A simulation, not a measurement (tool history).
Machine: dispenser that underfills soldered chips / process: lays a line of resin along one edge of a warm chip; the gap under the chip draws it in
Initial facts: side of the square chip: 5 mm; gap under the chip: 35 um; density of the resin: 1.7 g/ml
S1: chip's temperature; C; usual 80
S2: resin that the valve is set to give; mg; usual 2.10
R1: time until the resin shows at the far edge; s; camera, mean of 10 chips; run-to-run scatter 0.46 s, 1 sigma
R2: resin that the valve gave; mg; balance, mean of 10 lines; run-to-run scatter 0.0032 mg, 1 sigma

run,hour,S1,S2,R1,R2
1,0.0,80,2.10,50.6,2.053
# hour 3.1: new syringe of resin
2,3.8,80,2.10,35.2,2.052
3,10.8,80,2.09,47.3,2.035
# hour 14.5: new syringe of resin
# hour 15.5: dispensing valve cleaned and set on the balance
4,15.6,80,1.83,36.4,1.829
5,20.9,80,1.83,43.7,1.833
# hour 26.9: new syringe of resin
6,27.7,80,1.83,36.6,1.832
7,34.2,80,1.85,48.6,1.839
# hour 38.7: new syringe of resin
8,41.0,80,1.85,39.1,1.835
9,47.2,80,1.85,51.0,1.838
# hour 50.4: new syringe of resin
10,51.6,80,1.85,36.6,1.839
11,54.7,80,1.85,41.3,1.838
12,59.9,80,1.85,53.1,1.832
# hour 62.0: new syringe of resin
13,67.2,80,2.65,41.2,2.624
14,71.9,84,1.87,46.2,1.846
# hour 73.7: new syringe of resin
15,78.3,84,1.87,37.0,1.841

What would each run have given without the hidden state, its run-to-run variation left as it was?
The hidden state here: resin's viscosity, % of fresh resin's; dose that the valve gives, % of what is set; true chip temperature over the reading, C; drift of the gauge itself on fill_s, %; drift of the gauge itself on given_mg, %.
run,R1,R2
1,35.0,2.101
2,34.6,2.102
3,34.1,2.088
4,36.9,1.828
5,35.1,1.834
6,36.0,1.835
7,36.0,1.845
8,36.2,1.844
9,35.7,1.849
10,35.4,1.852
11,34.7,1.852
12,35.6,1.848
13,33.5,2.650
14,30.3,1.867
15,30.5,1.864
